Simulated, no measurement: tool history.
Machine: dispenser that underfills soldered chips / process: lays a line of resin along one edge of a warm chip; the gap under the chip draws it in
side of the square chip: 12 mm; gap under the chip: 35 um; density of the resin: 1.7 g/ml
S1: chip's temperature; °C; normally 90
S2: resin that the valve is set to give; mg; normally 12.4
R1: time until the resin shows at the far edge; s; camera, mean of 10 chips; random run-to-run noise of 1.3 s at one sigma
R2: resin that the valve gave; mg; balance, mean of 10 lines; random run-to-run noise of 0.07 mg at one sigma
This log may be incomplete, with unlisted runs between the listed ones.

run	day	S1	S2	R1	R2
1	0	90	12.4	155.8	11.9
# day 0.229: new syringe of resin
2	0.404	90	12.4	147.9	11.83
# day 0.65: new syringe of resin
3	0.712	89	12.4	137.8	11.75
# day 1.079: new syringe of resin
4	1.242	89	12.4	154.1	11.52
# day 1.496: new syringe of resin
5	1.808	90	13.6	168.3	12.68
# day 1.958: new syringe of resin
6	2.088	90	12.4	138.5	11.4
# day 2.208: dispensing valve cleaned and set on the balance
# day 2.438: new syringe of resin
7	2.479	98	15.6	87.2	15.64
8	2.838	79	11.5	307.5	11.47
# day 2.875: new syringe of resin
9	3.167	95	14	128.9	13.93
# day 3.312: new syringe of resin
10	3.458	95	12.4	112.4	12.18
# day 3.733: new syringe of resin
11	3.767	96	15.5	94.2	15.23
# day 4.154: new syringe of resin
12	4.271	88	14	144.5	13.58

Each row is a separate what-if for the run after 12, all from the same tool condition, not one after another. Results?
# day 4.588: new syringe of resin
A	4.588	102	12.2	?	?
# day 4.588: new syringe of resin
B	4.588	81	14	?	?
# day 4.588: new syringe of resin
C	4.588	76	12.7	?	?
# day 4.588: new syringe of resin
D	4.588	97	14.7	?	?
# day 4.588: new syringe of resin
E	4.588	85	15.4	?	?

run	R1	R2
A	72.2	11.83
B	172.8	13.57
C	221.8	12.31
D	86.6	14.07
E	143.4	14.9
Had the tool no hidden state, the same runs would have come out as:
run	R1	R2
A	76.6	12.21
B	185.5	14
C	238.1	12.7
D	92.5	14.52
E	153.9	15.38

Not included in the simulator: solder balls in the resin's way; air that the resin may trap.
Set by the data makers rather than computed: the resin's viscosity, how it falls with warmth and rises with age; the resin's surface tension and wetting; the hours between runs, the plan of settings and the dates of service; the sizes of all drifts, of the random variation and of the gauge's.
